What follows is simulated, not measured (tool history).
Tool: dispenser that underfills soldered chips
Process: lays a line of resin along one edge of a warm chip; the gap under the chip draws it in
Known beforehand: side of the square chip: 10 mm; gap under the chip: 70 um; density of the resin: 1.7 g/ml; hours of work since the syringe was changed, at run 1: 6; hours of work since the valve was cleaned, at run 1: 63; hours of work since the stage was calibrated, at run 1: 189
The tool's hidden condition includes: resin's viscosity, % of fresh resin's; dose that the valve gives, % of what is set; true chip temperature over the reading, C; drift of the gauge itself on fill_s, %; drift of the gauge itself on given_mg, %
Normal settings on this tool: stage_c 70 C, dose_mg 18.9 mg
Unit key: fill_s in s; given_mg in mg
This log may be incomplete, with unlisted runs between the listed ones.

run   hour  stage_c  dose_mg  hours of work since the syringe was changed  hours of work since the valve was cleaned  hours of work since the stage was calibrated  fill_s  given_mg
  1      0       70     18.9                                            6                                         63                                           189    82.4      17.8
       5.6  -- dispensing valve cleaned and set on the balance
       9.7  -- new syringe of resin
  2     11       70     18.9                                            1                                          3                                           195    63.1      18.9
  3   16.1       69     18.9                                            4                                          6                                           198    75.4     18.93
  4   24.2       69     18.9                                            9                                         11                                           203    94.2     18.75
      28.1  -- new syringe of resin
  5   36.1       70     18.9                                            5                                         18                                           210    73.9     18.56
  6   41.9       70     18.9                                            8                                         22                                           214    84.1     18.58
        47  -- new syringe of resin
  7   48.1       70     18.9                                            1                                         25                                           217    61.6     18.43
  8   55.9       70     18.9                                            5                                         30                                           222    77.4     18.51
      66.1  -- new syringe of resin
  9   67.4       63     18.9                                            1                                         37                                           229    90.8      18.2
 10   73.5       63     18.9                                            4                                         40                                           232     106     18.17
 11     79       70     18.9                                            8                                         44                                           236    86.3     18.05
      84.7  -- new syringe of resin
 12   88.7       70     18.9                                            2                                         49                                           241    69.1     17.94
 13     95       70     18.9                                            6                                         53                                           245      82     18.01
     102.9  -- new syringe of resin
 14  103.3       70     18.9                                            0                                         58                                           250    62.2     17.87
 15  115.2       70     18.9                                            7                                         65                                           257    85.5      17.6
     118.1  -- dispensing valve cleaned and set on the balance
     122.6  -- new syringe of resin
 16  127.5       57     18.9                                            3                                          5                                           264     140     18.81
 17  132.6       57     18.9                                            6                                          9                                           267   158.3     18.75
     141.5  -- new syringe of resin
 18  143.2       72     18.9                                            1                                         15                                           273    58.3     18.51
 19  154.9       60     21.4                                            8                                         22                                           280   150.5     20.97
     160.1  -- new syringe of resin
 20  164.1       60     21.4                                            2                                         27                                           286   114.6     20.93
 21  173.4       60     21.4                                            8                                         33                                           291   144.4      20.8
     178.6  -- new syringe of resin
 22    184       70     16.5                                            3                                         39                                           297    75.5     15.94
 23  192.3       70     16.5                                            8                                         44                                           302    91.5      15.7
     196.9  -- new syringe of resin
 24  198.8       62     24.5                                            1                                         48                                           306    97.7     23.41
 25  209.7       67     22.8                                            8                                         54                                           313    98.8      21.5
     215.6  -- new syringe of resin
 26  217.2       67     22.8                                            1                                         59                                           317    73.3      21.5
 27  227.8       67     22.8                                            7                                         65                                           323    98.4     21.45
       230  -- dispensing valve cleaned and set on the balance
     235.7  -- new syringe of resin
 28  239.9       70     20.2                                            3                                          6                                           330    67.7      19.9
 29  249.7       78     21.8                                            8                                         12                                           336    58.4     21.59
     254.8  -- new syringe of resin
 30  261.8       69     22.8                                            4                                         19                                           343      78     22.41
     273.2  -- new syringe of resin
 31  273.2       69     22.8                                            0                                         26                                           350    63.9     22.08
 32  285.8       71     18.1                                            8                                         33                                           357    82.5     17.68
     292.2  -- new syringe of resin
 33  297.5       71     18.1                                            3                                         40                                           364    68.6     17.54
 34  308.4       71     18.1                                           10                                         47                                           371    91.3     17.35
     310.9  -- new syringe of resin
 35  315.5       78       19                                            3                                         51                                           375    47.3     18.21

Hidden state at the last listed run before each entry between runs and at the first one after, where it differs:
Runs 1 to 2: dispensing valve cleaned and set on the balance (hour 5.6); new syringe of resin (hour 9.7)
  resin's viscosity, % of fresh resin's: 131.9 -> 104.2; dose that the valve gives, % of what is set: 94.17 -> 99.77; true chip temperature over the reading, C: -0.46 -> -0.48
  difference, measured minus the result without the unlogged condition, fill_s: +21.9 -> +4.1 s; given_mg: -1.1 -> -0.05 mg
Runs 4 to 5: new syringe of resin (hour 28.1)
  resin's viscosity, % of fresh resin's: 146.9 -> 120.4; dose that the valve gives, % of what is set: 98.97 -> 98.28; true chip temperature over the reading, C: -0.5 -> -0.52
  difference, measured minus the result without the unlogged condition, fill_s: +31.7 -> +14.4 s; given_mg: -0.19 -> -0.32 mg
Runs 6 to 7: new syringe of resin (hour 47)
  resin's viscosity, % of fresh resin's: 140 -> 102.3; dose that the valve gives, % of what is set: 97.94 -> 97.58; true chip temperature over the reading, C: -0.53 -> -0.54
  difference, measured minus the result without the unlogged condition, fill_s: +25.8 -> +3.1 s; given_mg: -0.38 -> -0.45 mg
Runs 8 to 9: new syringe of resin (hour 66.1)
  resin's viscosity, % of fresh resin's: 125.1 -> 102.8; dose that the valve gives, % of what is set: 97.12 -> 96.41; true chip temperature over the reading, C: -0.55 -> -0.57
  difference, measured minus the result without the unlogged condition, fill_s: +17.5 -> +5.5 s; given_mg: -0.55 -> -0.68 mg
Runs 11 to 12: new syringe of resin (hour 84.7)
  resin's viscosity, % of fresh resin's: 139 -> 110.9; dose that the valve gives, % of what is set: 95.7 -> 95.12; true chip temperature over the reading, C: -0.59 -> -0.61
  difference, measured minus the result without the unlogged condition, fill_s: +26.3 -> +9.1 s; given_mg: -0.81 -> -0.92 mg
Runs 13 to 14: new syringe of resin (hour 102.9)
  resin's viscosity, % of fresh resin's: 130.4 -> 102.4; dose that the valve gives, % of what is set: 94.77 -> 94.29; true chip temperature over the reading, C: -0.62 -> -0.63
  difference, measured minus the result without the unlogged condition, fill_s: +21.5 -> +3.9 s; given_mg: -0.99 -> -1.08 mg
Runs 15 to 16: dispensing valve cleaned and set on the balance (hour 118.1); new syringe of resin (hour 122.6)
  resin's viscosity, % of fresh resin's: 139.3 -> 112.6; dose that the valve gives, % of what is set: 93.59 -> 99.59; true chip temperature over the reading, C: -0.65 -> -0.67
  difference, measured minus the result without the unlogged condition, fill_s: +26.7 -> +20.3 s; given_mg: -1.21 -> -0.08 mg
Runs 17 to 18: new syringe of resin (hour 141.5)
  resin's viscosity, % of fresh resin's: 128.5 -> 104.5; dose that the valve gives, % of what is set: 99.31 -> 98.7; true chip temperature over the reading, C: -0.68 -> -0.7
  difference, measured minus the result without the unlogged condition, fill_s: +39.7 -> +4.5 s; given_mg: -0.13 -> -0.25 mg
Runs 19 to 20: new syringe of resin (hour 160.1)
  resin's viscosity, % of fresh resin's: 141.7 -> 110; dose that the valve gives, % of what is set: 98.06 -> 97.53; true chip temperature over the reading, C: -0.72 -> -0.73
  difference, measured minus the result without the unlogged condition, fill_s: +48.5 -> +14.7 s; given_mg: -0.41 -> -0.53 mg
Runs 21 to 22: new syringe of resin (hour 178.6)
  resin's viscosity, % of fresh resin's: 139.9 -> 115.1; dose that the valve gives, % of what is set: 97.04 -> 96.49; true chip temperature over the reading, C: -0.75 -> -0.76
  difference, measured minus the result without the unlogged condition, fill_s: +45.6 -> +13 s; given_mg: -0.64 -> -0.58 mg
Runs 23 to 24: new syringe of resin (hour 196.9)
  resin's viscosity, % of fresh resin's: 142.7 -> 103.9; dose that the valve gives, % of what is set: 95.97 -> 95.59; true chip temperature over the reading, C: -0.78 -> -0.79
  difference, measured minus the result without the unlogged condition, fill_s: +30.6 -> +7.7 s; given_mg: -0.66 -> -1.08 mg
Runs 25 to 26: new syringe of resin (hour 215.6)
  resin's viscosity, % of fresh resin's: 137.9 -> 103.6; dose that the valve gives, % of what is set: 94.94 -> 94.5; true chip temperature over the reading, C: -0.81 -> -0.82
  difference, measured minus the result without the unlogged condition, fill_s: +30.3 -> +5.7 s; given_mg: -1.15 -> -1.25 mg
Runs 27 to 28: dispensing valve cleaned and set on the balance (hour 230); new syringe of resin (hour 235.7)
  resin's viscosity, % of fresh resin's: 136.3 -> 110.8; dose that the valve gives, % of what is set: 93.85 -> 99.49; true chip temperature over the reading, C: -0.83 -> -0.85
  difference, measured minus the result without the unlogged condition, fill_s: +29.6 -> +9.3 s; given_mg: -1.41 -> -0.1 mg
Runs 29 to 30: new syringe of resin (hour 254.8)
  resin's viscosity, % of fresh resin's: 142.8 -> 119.8; dose that the valve gives, % of what is set: 98.97 -> 98.28; true chip temperature over the reading, C: -0.87 -> -0.89
  difference, measured minus the result without the unlogged condition, fill_s: +19.3 -> +15.9 s; given_mg: -0.22 -> -0.4 mg
Runs 30 to 31: new syringe of resin (hour 273.2)
  resin's viscosity, % of fresh resin's: 119.8 -> 100.2; dose that the valve gives, % of what is set: 98.28 -> 97.68; true chip temperature over the reading, C: -0.89 -> -0.91
  difference, measured minus the result without the unlogged condition, fill_s: +15.9 -> +3.2 s; given_mg: -0.4 -> -0.52 mg
Runs 32 to 33: new syringe of resin (hour 292.2)
  resin's viscosity, % of fresh resin's: 138.8 -> 114.7; dose that the valve gives, % of what is set: 97 -> 96.37; true chip temperature over the reading, C: -0.93 -> -0.95
  difference, measured minus the result without the unlogged condition, fill_s: +25.9 -> +11.9 s; given_mg: -0.54 -> -0.66 mg
Runs 34 to 35: new syringe of resin (hour 310.9)
  resin's viscosity, % of fresh resin's: 152.1 -> 112.5; dose that the valve gives, % of what is set: 95.72 -> 95.33; true chip temperature over the reading, C: -0.97 -> -0.98
  difference, measured minus the result without the unlogged condition, fill_s: +34.7 -> +7.5 s; given_mg: -0.77 -> -0.89 mg

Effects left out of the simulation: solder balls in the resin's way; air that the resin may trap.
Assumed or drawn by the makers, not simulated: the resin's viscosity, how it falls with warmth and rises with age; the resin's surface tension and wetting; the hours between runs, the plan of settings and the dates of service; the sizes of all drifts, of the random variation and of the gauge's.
